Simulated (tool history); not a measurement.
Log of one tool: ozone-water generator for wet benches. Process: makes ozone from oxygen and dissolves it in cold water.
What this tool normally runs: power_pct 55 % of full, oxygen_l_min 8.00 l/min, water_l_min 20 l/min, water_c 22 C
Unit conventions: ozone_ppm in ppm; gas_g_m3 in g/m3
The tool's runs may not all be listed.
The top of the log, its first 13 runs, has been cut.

| run | hour | power_pct | oxygen_l_min | water_l_min | water_c | hours of work since the electrodes were changed | hours of work since the contactor was cleaned | hours of work since the thermometer was calibrated | ozone_ppm | gas_g_m3 |
|---|---|---|---|---|---|---|---|---|---|---|
| 14 | 322.0 | 59 | 8.00 | 20 | 22 | 1445 | 104 | 2530 | 19.5 | 206.5 |
| 15 | 348.9 | 59 | 8.00 | 20 | 22 | 1470 | 129 | 2555 | 19.6 | 205.6 |
| 16 | 383.5 | 55 | 8.00 | 20 | 20 | 1502 | 161 | 2587 | 19.1 | 192.4 |
| 17 | 420.3 | 56 | 8.00 | 20 | 20 | 1536 | 195 | 2621 | 19.4 | 195.8 |
|  | 426.8 | contactor cleaned, once more |
| 18 | 445.3 | 65 | 8.00 | 20 | 20 | 1556 | 17 | 2641 | 23.4 | 220.9 |
| 19 | 467.9 | 61 | 7.12 | 20 | 22 | 1577 | 38 | 2662 | 21.7 | 226.2 |
| 20 | 497.1 | 97 | 7.12 | 12 | 22 | 1604 | 65 | 2689 | 44.8 | 331.1 |
| 21 | 516.6 | 97 | 7.12 | 12 | 22 | 1622 | 83 | 2707 | 44.2 | 330.0 |
| 22 | 533.5 | 55 | 9.45 | 12 | 16 | 1638 | 99 | 2723 | 29.1 | 173.6 |
| 23 | 571.7 | 52 | 8.53 | 17 | 16 | 1673 | 135 | 2758 | 22.7 | 176.5 |
| 24 | 602.8 | 52 | 8.53 | 17 | 16 | 1702 | 164 | 2787 | 22.9 | 174.2 |
| 25 | 619.9 | 55 | 9.26 | 20 | 22 | 1718 | 179 | 2803 | 18.6 | 176.7 |
| 26 | 646.0 | 55 | 9.26 | 20 | 22 | 1742 | 204 | 2827 | 18.4 | 176.3 |
| 27 | 681.3 | 55 | 8.00 | 24 | 18 | 1775 | 237 | 2860 | 17.9 | 194.8 |
| 28 | 716.8 | 55 | 8.00 | 24 | 17 | 1808 | 269 | 2893 | 18.2 | 191.9 |
| 29 | 740.4 | 42 | 8.25 | 24 | 17 | 1830 | 291 | 2915 | 14.6 | 150.8 |
| 30 | 768.6 | 55 | 12.07 | 20 | 17 | 1856 | 318 | 2941 | 19.3 | 148.8 |
| 31 | 790.1 | 42 | 10.66 | 26 | 20 | 1876 | 338 | 2961 | 12.5 | 128.6 |
| 32 | 809.3 | 54 | 5.71 | 20 | 22 | 1894 | 355 | 2979 | 19.8 | 233.2 |

Branching from run 32: 3 alternative next runs. What would each branch give?
| A | 843.9 | 79 | 8.00 | 20 | 22 | 1926 | 388 | 3011 | ? | ? |
| B | 843.9 | 55 | 8.00 | 20 | 25 | 1926 | 388 | 3011 | ? | ? |
| C | 843.9 | 55 | 5.59 | 20 | 16 | 1926 | 388 | 3011 | ? | ? |

| run | ozone_ppm | gas_g_m3 |
|---|---|---|
| A | 25.8 | 260.8 |
| B | 18.1 | 191.5 |
| C | 22.2 | 237.8 |
Had the tool no hidden state, the same runs would have come out as:
| run | ozone_ppm | gas_g_m3 |
|---|---|---|
| A | 27.5 | 273.7 |
| B | 19.0 | 198.3 |
| C | 23.3 | 246.3 |
